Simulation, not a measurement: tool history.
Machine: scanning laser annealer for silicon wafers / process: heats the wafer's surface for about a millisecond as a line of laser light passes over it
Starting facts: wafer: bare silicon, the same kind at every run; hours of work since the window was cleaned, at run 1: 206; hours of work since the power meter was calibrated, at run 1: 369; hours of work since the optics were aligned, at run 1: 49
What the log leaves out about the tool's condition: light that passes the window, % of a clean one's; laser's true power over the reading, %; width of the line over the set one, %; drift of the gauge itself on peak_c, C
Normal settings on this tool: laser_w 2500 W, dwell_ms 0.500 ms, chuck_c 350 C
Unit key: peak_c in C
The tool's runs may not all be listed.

run	day	laser_w	dwell_ms	chuck_c	hours of work since the window was cleaned	hours of work since the power meter was calibrated	hours of work since the optics were aligned	peak_c
1	0.000	2500	0.500	350	206	369	49	1171
2	0.788	2434	0.500	350	215	379	59	1147
3	1.704	2434	0.500	350	226	389	70	1148
4	2.575	2434	0.500	350	236	400	80	1149
5	3.362	2434	0.500	350	245	409	89	1147
6	4.142	2434	0.500	350	255	418	98	1148
7	4.708	2500	0.500	350	261	425	105	1167
8	5.279	2500	0.500	350	268	432	112	1172
9	5.671	2500	0.500	350	273	436	116	1170
10	6.233	2500	0.500	350	279	443	123	1170
11	6.900	2500	0.500	350	287	451	131	1171
12	7.392	2500	0.500	350	293	457	137	1170
13	8.288	2500	0.500	350	304	467	147	1170
14	9.125	2500	0.500	350	313	477	157	1168
15	9.812	2500	0.500	350	322	485	165	1168
16	10.529	2362	0.500	350	330	494	174	1127
17	11.075	2500	0.500	350	336	500	180	1168
18	11.842	2500	0.500	350	346	509	189	1172
19	12.567	2500	0.500	350	354	518	198	1172
20	13.283	2500	0.500	350	363	526	206	1168
21	13.962	2679	0.416	350	371	534	214	1147
22	14.554	2474	0.500	332	378	541	221	1146
23	14.933	2474	0.500	332	382	546	226	1143
24	15.858	2474	0.524	332	393	557	237	1163
25	16.271	2474	0.524	332	398	561	242	1165

Run 26, settings as shown, results not yet in. Your forecast:
26	16.975	2500	0.500	378	406	570	250	?

Run 26 gave peak_c 1197 C.
If the tool had no hidden condition, the same run with the same run-to-run variation would have returned peak_c 1198 C.

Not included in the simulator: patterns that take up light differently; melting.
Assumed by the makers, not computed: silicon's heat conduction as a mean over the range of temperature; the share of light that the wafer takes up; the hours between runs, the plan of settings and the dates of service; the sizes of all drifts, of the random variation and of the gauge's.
